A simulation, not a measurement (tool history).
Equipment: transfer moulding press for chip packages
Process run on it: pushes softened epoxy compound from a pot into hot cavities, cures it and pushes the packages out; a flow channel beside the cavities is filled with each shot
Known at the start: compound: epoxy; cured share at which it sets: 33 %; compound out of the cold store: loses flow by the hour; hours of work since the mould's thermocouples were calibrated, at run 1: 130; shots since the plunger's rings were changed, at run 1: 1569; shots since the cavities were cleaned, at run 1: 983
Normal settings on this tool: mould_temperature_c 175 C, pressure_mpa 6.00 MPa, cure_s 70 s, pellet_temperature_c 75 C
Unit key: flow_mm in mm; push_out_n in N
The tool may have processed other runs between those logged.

run    hour  mould_temperature_c  pressure_mpa  cure_s  pellet_temperature_c  hours of work since the mould's thermocouples were calibrated  shots since the plunger's rings were changed  shots since the cavities were cleaned  incoming compound's hours out of the cold store  flow_mm  push_out_n
  1     0.0                  175          6.00      70                    75                                                            130                                          1569                                    983                                             21.0      783         331
       21.8  -- cavities cleaned with cleaning compound and waxed
  2    63.5                  175          6.00      70                    75                                                            159                                          2249                                    457                                             37.7      736         288
  3   122.9                  175          6.00      70                    75                                                            186                                          2899                                   1107                                             44.2      712         345
      132.4  -- cavities cleaned with cleaning compound and waxed
  4   179.9                  175          6.00      70                    75                                                            212                                          3507                                    520                                             33.0      726         283
      242.7  -- cavities cleaned with cleaning compound and waxed
  5   256.0                  175          6.00      70                    75                                                            247                                          4324                                    146                                             44.0      693         215
      270.8  -- plunger's sealing rings changed
  6   304.8                  175          6.00      65                    75                                                            269                                           373                                    654                                             43.6      725         309
      359.1  -- cavities cleaned with cleaning compound and waxed
  7   362.0                  175          6.00      70                    75                                                            295                                           983                                     32                                             34.7      744         186
  8   438.4                  175          6.00      70                    75                                                            331                                          1819                                    868                                             13.0      813         346
      468.7  -- cavities cleaned with cleaning compound and waxed
  9   487.7                  175          6.00      70                    82                                                            353                                          2343                                    208                                             25.5      762         243
      504.8  -- mould's thermocouples calibrated
 10   541.3                  175          6.00      70                    82                                                             17                                          2908                                    773                                             28.6      743         308
      581.7  -- cavities cleaned with cleaning compound and waxed
 11   588.7                  175          6.00      70                    82                                                             39                                          3411                                     77                                             34.3      725         197
 12   636.4                  175          5.28      70                    82                                                             61                                          3933                                    599                                             24.2      714         293
      688.8  -- plunger's sealing rings changed
      694.0  -- cavities cleaned with cleaning compound and waxed
 13   699.9                  175          5.28      94                    82                                                             89                                           105                                     64                                             26.4      731         183
      739.3  -- mould's thermocouples calibrated, once more
 14   739.3                  175          5.28      94                    82                                                              0                                           515                                    474                                             25.7      725         264
      809.0  -- cavities cleaned with cleaning compound and waxed
 15   810.6                  169          6.00      59                    76                                                             33                                          1279                                     18                                             39.8      747         338
 16   860.4                  175          4.55      62                    77                                                             56                                          1825                                    564                                             20.7      675         347
      924.0  -- cavities cleaned with cleaning compound and waxed
 17   936.3                  168          4.64      70                    79                                                             91                                          2640                                    135                                             48.0      623         296
 18   976.8                  168          4.64      70                    79                                                            110                                          3083                                    578                                             31.7      664         372
     1038.6  -- cavities cleaned with cleaning compound and waxed
 19  1045.7                  168          4.64      70                    79                                                            141                                          3822                                     79                                             41.1      632         277
 20  1084.9                  168          4.64      70                    79                                                            160                                          4252                                    509                                             37.0      647         374
     1103.9  -- plunger's sealing rings changed
 21  1122.4                  168          5.67      70                    79                                                            176                                           203                                    892                                             11.5      821         481
     1150.5  -- cavities cleaned with cleaning compound and waxed
 22  1201.0                  168          5.67      70                    79                                                            212                                          1047                                    553                                             46.5      705         364
 23  1241.3                  175          6.01      70                    75                                                            231                                          1489                                    995                                             41.6      730         336
     1261.7  -- cavities cleaned with cleaning compound and waxed
 24  1310.8                  175          6.01      70                    75                                                            263                                          2234                                    538                                             25.8      756         294
     1372.4  -- cavities cleaned with cleaning compound and waxed
 25  1391.8                  175          7.16      50                    72                                                            300                                          3104                                    212                                             33.8      798         402
 26  1476.0                  179          7.16      50                    83                                                            339                                          4027                                   1135                                             13.6      838         488
     1482.1  -- cavities cleaned with cleaning compound and waxed
     1516.7  -- plunger's sealing rings changed
     1523.2  -- mould's thermocouples calibrated
 27  1566.6                  179          7.16      50                    83                                                             20                                           525                                    876                                             37.4      784         459

Here are 4 independent what-if runs from the current tool condition. What would each one return?
     1595.7  -- cavities cleaned with cleaning compound and waxed
  A  1608.0                  175          5.08      70                    75                                                             39                                           962                                    135                                             29.2        ?           ?
     1595.7  -- cavities cleaned with cleaning compound and waxed
  B  1608.0                  179          7.16      52                    83                                                             39                                           962                                    135                                             22.9        ?           ?
     1595.7  -- cavities cleaned with cleaning compound and waxed
  C  1608.0                  167          6.00      70                    75                                                             39                                           962                                    135                                             21.4        ?           ?
     1595.7  -- cavities cleaned with cleaning compound and waxed
  D  1608.0                  179          5.99      50                    83                                                             39                                           962                                    135                                             40.2        ?           ?

run  flow_mm  push_out_n
  A      701         223
  B      843         280
  C      819         336
  D      718         303
Without the tool's unlogged condition, the same runs would have read:
run  flow_mm  push_out_n
  A      710         189
  B      854         235
  C      830         284
  D      727         256
